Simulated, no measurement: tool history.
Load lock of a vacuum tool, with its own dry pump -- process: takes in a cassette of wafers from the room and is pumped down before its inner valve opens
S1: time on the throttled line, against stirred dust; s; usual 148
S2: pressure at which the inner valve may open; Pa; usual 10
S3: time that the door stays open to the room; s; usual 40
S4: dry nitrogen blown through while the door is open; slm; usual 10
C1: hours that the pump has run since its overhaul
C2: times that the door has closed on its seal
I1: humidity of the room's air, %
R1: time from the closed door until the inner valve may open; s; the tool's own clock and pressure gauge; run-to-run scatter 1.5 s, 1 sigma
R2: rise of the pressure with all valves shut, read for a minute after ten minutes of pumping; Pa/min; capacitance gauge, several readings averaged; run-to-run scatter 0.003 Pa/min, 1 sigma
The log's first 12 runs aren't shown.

run 13 day=183.796 | S1=148 S2=10 S3=40 S4=10 | C1=18522 C2=31570 | I1=45.0 | R1=274.1 R2=0.157
run 14 day=200.483 | S1=148 S2=10 S3=40 S4=10 | C1=18923 C2=32632 | I1=45.3 | R1=275.2 R2=0.162
run 15 day=216.604 | S1=148 S2=10 S3=40 S4=10 | C1=19310 C2=33658 | I1=46.8 | R1=274.7 R2=0.172
run 16 day=234.429 | S1=148 S2=10 S3=40 S4=10 | C1=19737 C2=34793 | I1=45.0 | R1=275.3 R2=0.178
run 17 day=246.775 | S1=148 S2=10 S3=40 S4=10 | C1=20034 C2=35578 | I1=42.9 | R1=278.9 R2=0.179
run 18 day=260.754 | S1=148 S2=10 S3=40 S4=10 | C1=20369 C2=36468 | I1=44.3 | R1=277.7 R2=0.186
run 19 day=276.117 | S1=148 S2=10 S3=130 S4=5 | C1=20738 C2=37446 | I1=38.7 | R1=282.7 R2=0.230
run 20 day=288.079 | S1=283 S2=13 S3=40 S4=5 | C1=21025 C2=38208 | I1=43.3 | R1=367.4 R2=0.211
run 21 day=299.933 | S1=283 S2=13 S3=40 S4=5 | C1=21309 C2=38962 | I1=42.1 | R1=370.5 R2=0.213
run 22 day=310.775 | S1=107 S2=9 S3=81 S4=25 | C1=21570 C2=39652 | I1=40.8 | R1=255.2 R2=0.208
run 23 day=326.821 | S1=106 S2=19 S3=57 S4=31 | C1=21955 C2=40673 | I1=43.2 | R1=242.2 R2=0.215
run 24 day=345.800 | S1=106 S2=19 S3=57 S4=31 | C1=22410 C2=41881 | I1=41.4 | R1=238.7 R2=0.216
run 25 day=354.675 | S1=106 S2=18 S3=46 S4=6 | C1=22623 C2=42446 | I1=43.9 | R1=238.8 R2=0.244
run 26 day=374.900 | S1=174 S2=16 S3=146 S4=44 | C1=23109 C2=43733 | I1=50.7 | R1=290.6 R2=0.244
run 27 day=389.462 | S1=124 S2=14 S3=65 S4=15 | C1=23458 C2=44660 | I1=42.9 | R1=260.0 R2=0.253
-- day=390.575 door's seal changed, seat wiped
run 28 day=398.600 | S1=124 S2=14 S3=65 S4=15 | C1=23676 C2=511 | I1=43.4 | R1=260.4 R2=0.023
run 29 day=408.721 | S1=124 S2=14 S3=65 S4=15 | C1=23919 C2=1155 | I1=46.4 | R1=260.8 R2=0.028
run 30 day=421.654 | S1=124 S2=14 S3=65 S4=27 | C1=24229 C2=1979 | I1=46.9 | R1=260.9 R2=0.014
-- day=431.062 dry pump taken out, an overhauled one fitted
run 31 day=439.729 | S1=159 S2=17 S3=40 S4=10 | C1=208 C2=3113 | I1=47.4 | R1=255.0 R2=0.026
run 32 day=449.938 | S1=159 S2=12 S3=230 S4=10 | C1=453 C2=3763 | I1=44.6 | R1=258.1 R2=0.068
run 33 day=470.162 | S1=148 S2=9 S3=70 S4=10 | C1=938 C2=5050 | I1=45.2 | R1=257.1 R2=0.038
run 34 day=486.333 | S1=157 S2=10 S3=40 S4=4 | C1=1327 C2=6079 | I1=44.7 | R1=260.9 R2=0.040
run 35 day=497.792 | S1=278 S2=10 S3=81 S4=4 | C1=1601 C2=6808 | I1=47.6 | R1=353.1 R2=0.070
run 36 day=508.675 | S1=98 S2=10 S3=37 S4=4 | C1=1863 C2=7501 | I1=45.5 | R1=217.2 R2=0.049

Consider 3 possible next runs. They are alternatives, not a sequence: every one starts from the tool as it was left by run 36. What does each give?
run A day=520.396 | S1=148 S2=13 S3=40 S4=10 | C1=2144 C2=8247 | I1=45.2 | R1=? R2=?
run B day=520.396 | S1=98 S2=10 S3=37 S4=4 | C1=2144 C2=8247 | I1=45.1 | R1=? R2=?
run C day=520.396 | S1=98 S2=17 S3=65 S4=17 | C1=2144 C2=8247 | I1=46.3 | R1=? R2=?

run=A R1=250.2 R2=0.039
run=B R1=219.6 R2=0.050
run=C R1=206.6 R2=0.041
Without the tool's unlogged condition, the same runs would have read:
run=A R1=246.0 R2=0.021
run=B R1=214.7 R2=0.032
run=C R1=202.2 R2=0.023
